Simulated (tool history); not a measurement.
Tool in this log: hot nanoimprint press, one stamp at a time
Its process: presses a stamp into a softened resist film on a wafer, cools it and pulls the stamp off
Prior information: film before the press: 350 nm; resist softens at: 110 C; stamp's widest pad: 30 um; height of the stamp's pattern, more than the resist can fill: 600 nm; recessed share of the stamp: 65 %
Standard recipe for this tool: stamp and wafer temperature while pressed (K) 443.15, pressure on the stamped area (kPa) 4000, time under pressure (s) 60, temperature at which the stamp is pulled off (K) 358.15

run   hour  stamp and wafer temperature while pressed (K)  pressure on the stamped area (kPa)  time under pressure (s)  temperature at which the stamp is pulled off (K)  resist left under the stamp's widest pad (Å)  greatest force while the stamp is pulled off (N)
  1    0.0                                         443.15                                4000                       60                                            358.15                                          1273                                               195
  2   24.9                                         443.15                                4000                       60                                            358.15                                          1276                                               191
  3   49.4                                         443.15                                4000                       60                                            358.15                                          1249                                               191
  4   86.2                                         443.15                                4000                       60                                            358.15                                          1250                                               202
  5  135.0                                         443.15                                4000                       60                                            358.15                                          1269                                               200
  6  172.9                                         434.15                                4000                       60                                            358.15                                          1727                                               198
  7  194.2                                         434.15                                4000                       60                                            365.15                                          1761                                               191
  8  240.3                                         443.15                                5850                       60                                            358.15                                          1013                                               204
  9  270.5                                         443.15                                5850                       60                                            349.15                                          1033                                               237
 10  310.3                                         443.15                                5850                       60                                            349.15                                          1030                                               232
 11  354.9                                         443.15                                4000                       60                                            358.15                                          1245                                               213
 12  385.3                                         443.15                                4000                       60                                            358.15                                          1255                                               223
 13  418.8                                         443.15                                4000                       60                                            358.15                                          1243                                               222
 14  438.6                                         443.15                                4000                       60                                            358.15                                          1233                                               228
     476.3  -- stamp cleaned and given a new release coat
 15  487.9                                         443.15                                4000                       60                                            358.15                                          1249                                               189
 16  529.4                                         447.15                                4000                       60                                            344.15                                          1075                                               218
 17  553.5                                         443.15                                4000                       65                                            349.15                                          1194                                               205
 18  574.4                                         443.15                                3330                       59                                            363.15                                          1378                                               190
 19  618.6                                         453.15                                4000                       76                                            348.15                                           785                                               219
     660.8  -- press's hydraulic seals changed and the load cell set to zero
 20  661.0                                         453.15                                4000                       76                                            348.15                                           775                                               226
 21  688.5                                         453.15                                4000                      117                                            351.15                                           663                                               215
 22  713.7                                         433.15                                4990                       60                                            358.15                                          1541                                               207
 23  755.0                                         452.15                                2640                       46                                            357.15                                          1225                                               203
 24  775.0                                         435.15                                4000                      118                                            358.15                                          1250                                               209
     793.9  -- plate thermocouple calibrated
 25  803.4                                         443.15                                4210                       60                                            356.15                                          1259                                               212
 26  832.1                                         454.15                                5780                       60                                            358.15                                           705                                               212
 27  878.4                                         452.15                                3690                       34                                            358.15                                          1230                                               217
 28  913.2                                         433.15                                3690                       34                                            358.15                                          2261                                               228
 29  947.5                                         443.15                                4150                       60                                            358.15                                          1252                                               221
 30  980.8                                         443.15                                4430                       64                                            358.15                                          1164                                               220

What if the next run were any one of these 3? Each begins from the tool's condition after run 30:
  A  1009.2                                         443.15                                4430                       64                                            355.15                                             ?                                                 ?
  B  1009.2                                         443.15                                4980                       43                                            358.15                                             ?                                                 ?
  C  1009.2                                         449.15                                4430                       64                                            364.15                                             ?                                                 ?

run  resist left under the stamp's widest pad (Å)  greatest force while the stamp is pulled off (N)
  A                                          1183                                               237
  B                                          1274                                               229
  C                                           938                                               211
Had the tool no hidden state, the same runs would have come out as:
run  resist left under the stamp's widest pad (Å)  greatest force while the stamp is pulled off (N)
  A                                          1192                                               195
  B                                          1283                                               188
  C                                           944                                               174

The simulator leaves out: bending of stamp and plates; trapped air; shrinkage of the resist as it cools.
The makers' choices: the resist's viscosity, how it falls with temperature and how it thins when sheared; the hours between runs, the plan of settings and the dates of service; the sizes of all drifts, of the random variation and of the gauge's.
